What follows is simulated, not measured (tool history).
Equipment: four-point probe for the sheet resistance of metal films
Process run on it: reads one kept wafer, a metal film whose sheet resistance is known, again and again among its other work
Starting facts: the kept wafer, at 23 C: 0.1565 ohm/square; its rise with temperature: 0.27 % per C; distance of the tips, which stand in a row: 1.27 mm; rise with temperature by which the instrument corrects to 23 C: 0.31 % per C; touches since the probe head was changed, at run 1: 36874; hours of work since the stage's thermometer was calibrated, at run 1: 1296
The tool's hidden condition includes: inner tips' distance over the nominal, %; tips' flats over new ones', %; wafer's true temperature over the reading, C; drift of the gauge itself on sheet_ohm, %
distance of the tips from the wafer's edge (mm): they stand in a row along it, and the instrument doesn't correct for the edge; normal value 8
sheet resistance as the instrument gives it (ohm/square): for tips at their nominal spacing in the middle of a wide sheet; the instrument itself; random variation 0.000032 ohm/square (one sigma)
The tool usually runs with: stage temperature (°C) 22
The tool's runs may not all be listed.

run	hour	stage temperature (°C)	distance of the tips from the wafer's edge (mm)	touches since the probe head was changed	hours of work since the stage's thermometer was calibrated	sheet resistance as the instrument gives it (ohm/square)
1	0.0	22	8	36874	1296	0.157711
2	30.0	22	8	37422	1316	0.157840
# hour 72.1: stage's thermometer calibrated
3	72.1	22	8	38183	0	0.157690
4	125.7	28	8	39165	35	0.157361
5	171.2	22	8	39998	64	0.157713
6	211.7	29	8	40739	90	0.157242
7	265.6	22	8	41726	125	0.157577
8	307.2	22	67	42486	151	0.155615
9	340.4	22	67	43095	173	0.155633
# hour 360.9: stage's thermometer calibrated, once more
10	383.8	22	8	43880	15	0.157764
11	447.3	22	8	45042	56	0.157806
12	485.4	22	4	45740	80	0.163648
13	530.3	22	8	46560	109	0.157865
14	577.1	22	8	47417	139	0.157766
15	618.5	22	8	48175	166	0.157743
16	650.2	22	8	48755	186	0.157743
17	700.2	22	8	49671	218	0.157754
18	760.8	22	9	50779	257	0.157324
19	824.9	22	9	51952	299	0.157308
20	876.4	22	9	52895	332	0.157291
21	924.8	23	8	53780	363	0.157673
22	969.5	32	8	54598	392	0.157166
23	1036.9	25	8	55832	435	0.157522
24	1104.7	31	28	57072	479	0.155245
25	1133.1	31	28	57593	497	0.155249
26	1162.6	23	69	58133	516	0.155562
27	1201.6	26	11	58846	541	0.156367
28	1257.8	26	11	59874	577	0.156422
29	1296.1	26	11	60576	602	0.156423
30	1330.0	26	11	61196	624	0.156365
31	1370.3	26	49	61934	649	0.155282
32	1439.6	26	49	63201	694	0.155348
33	1471.4	26	49	63783	714	0.155312
34	1518.4	26	49	64644	745	0.155331
35	1555.7	26	49	65326	769	0.155303
36	1624.3	21	63	66582	813	0.155514
37	1666.8	21	5	67359	840	0.160725
38	1731.5	21	5	68545	882	0.160710
39	1785.3	22	16	69528	916	0.155963
40	1831.5	22	16	70374	946	0.155923
41	1862.8	22	6	70948	966	0.159057
42	1911.8	18	29	71844	998	0.155751
43	1942.4	18	29	72404	1018	0.155763
44	1988.2	26	25	73243	1047	0.155356
45	2035.5	20	37	74109	1077	0.155613

Pick out some run-to-run changes in sheet resistance as the instrument gives it (ohm/square). Of each, how much would a tool without hidden state show as well, from the settings, what came in and chance, and how much is left for the hidden state and any gauge scatter not in both results compared?
Run 2 -> 3: stage's thermometer calibrated. sheet resistance as the instrument gives it (ohm/square) -0.000150: hidden state -0.000058, all else -0.000092.
Run 9 -> 10: distance of the tips from the wafer's edge (mm) 67 -> 8, stage's thermometer calibrated, once more. sheet resistance as the instrument gives it (ohm/square) +0.002131: hidden state +0.000138, all else +0.001993.
Run 11 -> 12: distance of the tips from the wafer's edge (mm) 8 -> 4. sheet resistance as the instrument gives it (ohm/square) +0.005842: hidden state -0.000038, all else +0.005880.
Run 12 -> 13: distance of the tips from the wafer's edge (mm) 4 -> 8. sheet resistance as the instrument gives it (ohm/square) -0.005783: hidden state +0.000020, all else -0.005803.
Run 36 -> 37: distance of the tips from the wafer's edge (mm) 63 -> 5. sheet resistance as the instrument gives it (ohm/square) +0.005211: hidden state -0.000045, all else +0.005256.
